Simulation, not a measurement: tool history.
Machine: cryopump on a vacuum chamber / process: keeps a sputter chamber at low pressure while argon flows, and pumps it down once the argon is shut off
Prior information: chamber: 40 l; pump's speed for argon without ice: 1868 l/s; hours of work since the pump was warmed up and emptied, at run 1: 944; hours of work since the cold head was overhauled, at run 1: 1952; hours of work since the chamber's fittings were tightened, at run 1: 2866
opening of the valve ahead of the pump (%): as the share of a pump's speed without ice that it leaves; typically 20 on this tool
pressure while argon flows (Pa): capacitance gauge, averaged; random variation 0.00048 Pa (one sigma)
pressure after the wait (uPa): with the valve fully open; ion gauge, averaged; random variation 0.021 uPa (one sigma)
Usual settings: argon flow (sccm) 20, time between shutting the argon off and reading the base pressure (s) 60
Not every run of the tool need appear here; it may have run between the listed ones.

run	hour	argon flow (sccm)	time between shutting the argon off and reading the base pressure (s)	opening of the valve ahead of the pump (%)	hours of work since the pump was warmed up and emptied	hours of work since the cold head was overhauled	hours of work since the chamber's fittings were tightened	pressure while argon flows (Pa)	pressure after the wait (uPa)
1	0	20	60	20	944	1952	2866	0.0981	3.43
2	43.6	20	60	20	966	1974	2888	0.0987	3.4
3	92.3	20	225	20	990	1998	2912	0.0993	3.23
# hour 139.9: pump warmed up, emptied and cooled again
4	148	20	225	20	4	2024	2938	0.0904	2.24
5	194.9	20	225	20	28	2047	2961	0.0915	2.28
6	256.1	20	225	20	58	2078	2992	0.0916	2.41
7	315.8	12	225	20	88	2108	3022	0.0545	2.43
8	409.4	12	225	20	135	2155	3068	0.0548	2.5
9	456.1	20	284	20	158	2178	3092	0.0918	2.47
# hour 471.6: leaking fittings of the chamber tightened, without venting
10	527.6	20	284	20	193	2213	28	0.092	0.26
11	597.9	20	284	20	228	2248	63	0.0927	0.27
12	641.4	20	284	20	250	2270	85	0.0923	0.32
13	721.7	20	284	20	290	2310	125	0.0922	0.35
14	799.9	18	60	20	330	2349	164	0.0837	0.66
15	894.7	20	60	59	377	2397	212	0.0336	0.68
16	967.1	20	60	59	413	2433	248	0.0331	0.7
17	1063.4	20	60	59	462	2481	296	0.0334	0.71
18	1138.5	20	60	59	499	2519	334	0.0338	0.76
19	1212.2	20	32	20	536	2556	371	0.0939	1.04
20	1258.5	22	262	18	559	2579	394	0.1158	0.6

For run 21, what comes out?
21	1310.6	22	262	18	585	2605	420	?	?

Run 21 gave pressure while argon flows (Pa) 0.1153, pressure after the wait (uPa) 0.59.
Had the tool carried no hidden state, the very same run would have given pressure while argon flows (Pa) 0.1108, pressure after the wait (uPa) 0.22.

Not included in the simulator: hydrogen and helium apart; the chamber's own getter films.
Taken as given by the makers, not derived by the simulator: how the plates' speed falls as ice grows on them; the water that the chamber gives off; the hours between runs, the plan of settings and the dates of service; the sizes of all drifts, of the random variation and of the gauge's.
